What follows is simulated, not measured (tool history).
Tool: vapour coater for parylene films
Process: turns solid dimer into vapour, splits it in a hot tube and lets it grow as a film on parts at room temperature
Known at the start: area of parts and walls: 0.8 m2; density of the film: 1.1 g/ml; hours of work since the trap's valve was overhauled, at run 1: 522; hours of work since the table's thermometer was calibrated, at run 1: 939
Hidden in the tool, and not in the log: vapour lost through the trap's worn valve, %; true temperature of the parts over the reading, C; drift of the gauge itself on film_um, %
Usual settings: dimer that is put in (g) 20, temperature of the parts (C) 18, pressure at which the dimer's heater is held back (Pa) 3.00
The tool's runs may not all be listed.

| run | hour | dimer that is put in (g) | temperature of the parts (C) | pressure at which the dimer's heater is held back (Pa) | hours of work since the trap's valve was overhauled | hours of work since the table's thermometer was calibrated | thickness of the film (µm) |
|---|---|---|---|---|---|---|---|
| 1 | 0.0 | 20 | 18 | 3.00 | 522 | 939 | 12.89 |
|  | 77.4 | trap's valve overhauled |
| 2 | 87.4 | 20 | 18 | 4.35 | 5 | 977 | 11.00 |
| 3 | 166.1 | 20 | 18 | 4.35 | 41 | 1013 | 10.73 |
| 4 | 251.1 | 20 | 18 | 4.35 | 80 | 1052 | 10.62 |
| 5 | 310.0 | 20 | 18 | 4.35 | 107 | 1080 | 10.62 |
|  | 332.9 | trap's valve overhauled, once more |
| 6 | 356.1 | 20 | 18 | 7.88 | 11 | 1099 | 11.91 |
| 7 | 439.2 | 20 | 18 | 7.88 | 49 | 1137 | 11.92 |
| 8 | 476.0 | 20 | 18 | 7.88 | 66 | 1154 | 11.72 |
| 9 | 542.1 | 20 | 18 | 3.00 | 96 | 1184 | 14.15 |
| 10 | 593.3 | 20 | 16 | 3.00 | 120 | 1208 | 15.51 |
| 11 | 658.6 | 18 | 16 | 7.20 | 150 | 1238 | 11.60 |
| 12 | 697.2 | 13 | 25 | 3.00 | 168 | 1256 | 6.61 |
| 13 | 747.6 | 13 | 25 | 3.00 | 191 | 1279 | 6.63 |
| 14 | 806.6 | 26 | 17 | 3.00 | 218 | 1306 | 18.84 |
|  | 823.0 | table's thermometer calibrated |
| 15 | 881.3 | 26 | 17 | 3.00 | 252 | 27 | 18.41 |
| 16 | 954.0 | 11 | 19 | 4.62 | 285 | 60 | 6.55 |
| 17 | 1011.0 | 11 | 19 | 4.62 | 311 | 86 | 6.42 |
| 18 | 1088.0 | 20 | 19 | 10.89 | 347 | 122 | 9.68 |
| 19 | 1168.2 | 21 | 18 | 6.06 | 384 | 159 | 12.11 |
| 20 | 1214.8 | 33 | 18 | 7.75 | 405 | 180 | 17.76 |

How the hidden state differs across the entries between the runs, from the last listed run before each to the first after it:
Between runs 1 and 2: trap's valve overhauled (hour 77.4)
  vapour lost through the trap's worn valve, %: 10.8 -> 19.1; true temperature of the parts over the reading, C: -0.41 -> -0.42
  measured less the result without the state, thickness of the film (µm): -1.30 -> -2.34
Between runs 5 and 6: trap's valve overhauled, once more (hour 332.9)
  vapour lost through the trap's worn valve, %: 21.1 -> 0.8; true temperature of the parts over the reading, C: -0.46 -> -0.47
  measured less the result without the state, thickness of the film (µm): -2.57 -> +0.16
Between runs 14 and 15: table's thermometer calibrated (hour 823.0)
  vapour lost through the trap's worn valve, %: 5 -> 5.7; true temperature of the parts over the reading, C: -0.54 -> -0.07
  measured less the result without the state, thickness of the film (µm): -0.50 -> -1.04

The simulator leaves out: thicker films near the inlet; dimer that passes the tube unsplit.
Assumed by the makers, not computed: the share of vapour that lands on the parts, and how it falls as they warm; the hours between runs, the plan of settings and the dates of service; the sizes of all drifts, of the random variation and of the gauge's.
